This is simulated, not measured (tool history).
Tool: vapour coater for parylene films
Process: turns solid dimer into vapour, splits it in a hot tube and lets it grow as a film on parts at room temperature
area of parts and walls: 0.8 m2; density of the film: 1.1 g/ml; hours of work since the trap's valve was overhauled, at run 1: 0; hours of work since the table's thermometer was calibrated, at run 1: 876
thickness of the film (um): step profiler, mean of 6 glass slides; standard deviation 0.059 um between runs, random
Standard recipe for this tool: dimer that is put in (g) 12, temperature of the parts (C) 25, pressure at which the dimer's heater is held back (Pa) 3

run   hour  dimer that is put in (g)  temperature of the parts (C)  pressure at which the dimer's heater is held back (Pa)  hours of work since the trap's valve was overhauled  hours of work since the table's thermometer was calibrated  thickness of the film (um)
  1      0                        12                            25                                                       3                                                    0                                                         876                        6.67
  2   32.1                        12                            25                                                       3                                                   14                                                         890                        6.58
  3   66.4                        12                            25                                                       3                                                   29                                                         905                        6.59
  4  118.7                        12                            25                                                       3                                                   51                                                         927                        6.62
  5  165.6                        12                            25                                                       3                                                   72                                                         948                        6.47
  6  195.9                        12                            25                                                       3                                                   85                                                         961                        6.55
  7  246.5                        12                            25                                                       3                                                  106                                                         983                        6.43
  8  297.2                        12                            25                                                       3                                                  128                                                        1005                        6.31
  9  321.7                        12                            25                                                       3                                                  139                                                        1015                        6.24
 10  361.5                        12                            25                                                       3                                                  156                                                        1032                        6.28
 11  394.8                        12                            20                                                    2.71                                                  171                                                        1047                        7.82
       402  -- trap's valve overhauled
 12  442.7                        14                            27                                                    2.36                                                   18                                                        1066                        6.81
 13  469.2                        14                            18                                                    2.54                                                   29                                                        1077                        9.87
 14  498.4                        19                            25                                                    9.23                                                   42                                                        1090                        7.33
 15    532                         9                            32                                                    3.51                                                   56                                                        1104                        3.21
     558.4  -- table's thermometer calibrated
 16  579.7                        11                            27                                                       3                                                   76                                                           9                        5.17
 17  625.5                        11                            27                                                       3                                                   96                                                          29                        5.11
 18  666.6                        12                            32                                                       3                                                  114                                                          47                        4.47
 19  707.8                         8                            26                                                       3                                                  132                                                          64                        3.81
     724.9  -- trap's valve overhauled, once more
 20  747.1                         8                            26                                                       3                                                   10                                                          80                        4.36

3 options for the next run, each taken on its own from the tool as it stands now. Forecast them:
  A  779.6                         8                            17                                                       3                                                   24                                                          94                           ?
  B  779.6                         6                            34                                                    3.14                                                   24                                                          94                           ?
  C  779.6                         6                            25                                                     4.4                                                   24                                                          94                           ?

run  thickness of the film (um)
  A                        6.45
  B                        2.34
  C                        3.12
Without the tool's unlogged condition, the same runs would have read:
run  thickness of the film (um)
  A                        6.56
  B                        2.38
  C                        3.17

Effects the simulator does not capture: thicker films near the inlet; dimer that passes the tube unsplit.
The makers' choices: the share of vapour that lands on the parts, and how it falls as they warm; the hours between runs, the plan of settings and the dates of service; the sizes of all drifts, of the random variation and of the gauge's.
